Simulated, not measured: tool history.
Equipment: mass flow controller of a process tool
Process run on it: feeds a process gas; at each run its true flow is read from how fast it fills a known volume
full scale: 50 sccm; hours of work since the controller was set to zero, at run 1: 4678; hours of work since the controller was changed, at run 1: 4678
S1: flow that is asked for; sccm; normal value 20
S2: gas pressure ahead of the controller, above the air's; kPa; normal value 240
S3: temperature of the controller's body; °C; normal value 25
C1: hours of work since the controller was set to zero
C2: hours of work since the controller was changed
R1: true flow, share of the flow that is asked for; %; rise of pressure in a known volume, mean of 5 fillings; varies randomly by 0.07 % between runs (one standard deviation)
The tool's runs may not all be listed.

run    hour  S1   S2  S3    C1     C2      R1
  1     0.0  20  240  25  4678   4678  101.58
  2   416.2  20  240  25  4979   4979  101.84
  3   749.1  20  240  25  5220   5220  101.98
  4  1218.2  20  240  39  5559   5559  101.23
     1383.2  -- controller's zero set anew
  5  1768.4  20  240  39   279   5957   99.21
  6  2130.0  20  146  25   540   6218   99.95
  7  2541.9  20  240  25   838   6516  100.83
  8  3094.8  20  240  25  1238   6916  101.01
  9  3647.0  20  240  25  1638   7315  101.21
 10  4016.4  32  240  25  1905   7583  101.86
 11  4369.9  32  240  25  2160   7838  102.14
 12  4719.2  32  240  25  2413   8091  102.29
 13  5066.2   7  232  33  2664   8342  102.52
 14  5544.3  31  230  22  3010   8688  102.75
 15  5889.3  31  230  22  3260   8937  102.80
 16  6294.2  21  230  22  3552   9230  102.86
 17  6679.2   9  238  22  3831   9509  104.22
 18  7084.5   9  238  22  4124   9802  104.62
 19  7571.1   9  280  39  4476  10154  104.02

4 ways to go on from here, each from the tool as it stands after run 19. What would each give?
  A  8107.1   7  237  29  4864  10542   ?
  B  8107.1  34  150  27  4864  10542   ?
  C  8107.1  26  257  25  4864  10542   ?
  D  8107.1   5  280  39  4864  10542   ?

run      R1
  A  106.04
  B  102.87
  C  103.54
  D  107.66
Had the tool no hidden state, the same runs would have come out as:
run     R1
  A  97.29
  B  98.47
  C  98.80
  D  96.71
